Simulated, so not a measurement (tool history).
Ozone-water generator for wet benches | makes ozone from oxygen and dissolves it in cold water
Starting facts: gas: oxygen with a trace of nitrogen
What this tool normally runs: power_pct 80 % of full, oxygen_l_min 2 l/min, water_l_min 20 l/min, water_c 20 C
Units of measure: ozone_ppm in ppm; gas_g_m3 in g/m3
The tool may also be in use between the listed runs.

run	hour	power_pct	oxygen_l_min	water_l_min	water_c	ozone_ppm	gas_g_m3
1	0	80	2	20	20	13	231.5
2	44.7	80	2	20	20	13	229.4
3	116.1	80	2	20	20	13	229.3
4	196.9	80	2	20	20	13	229.6
5	284.6	80	2	20	20	12.8	228.1
6	382.7	80	2	20	20	12.9	226.7
7	442.3	80	2	20	20	12.8	225.4
8	547.5	80	2	24	20	10.6	225
9	602.7	92	2.56	20	18	15.7	226
10	676.2	74	1.04	20	20	9.3	276.2
11	722.1	57	1.11	13	23	11.8	228.5
12	776.7	44	1.13	20	20	6.7	190.7
13	835.5	52	2	20	20	9.7	168.4
14	888.6	58	2	20	21	10.2	183.1

For some of the steps in ozone_ppm from one run to the next: how much would appear even if the tool had no hidden state, given the settings, what came in and random variation, and how much remains for the hidden state plus any gauge scatter that the measured result and the result without hidden state don't share?
The tool's hidden condition here consists of: yield of the discharge, % of new electrodes'; contactor's efficiency, % of a clean one's; true water temperature over the reading, C; drift of the gauge itself on ozone_ppm, %; drift of the gauge itself on gas_g_m3, %.
Run 9 -> 10: power_pct 92 -> 74, oxygen_l_min 2.56 -> 1.04, water_c 18 -> 20. ozone_ppm -6.4 ppm: hidden state +1, all else -7.4.

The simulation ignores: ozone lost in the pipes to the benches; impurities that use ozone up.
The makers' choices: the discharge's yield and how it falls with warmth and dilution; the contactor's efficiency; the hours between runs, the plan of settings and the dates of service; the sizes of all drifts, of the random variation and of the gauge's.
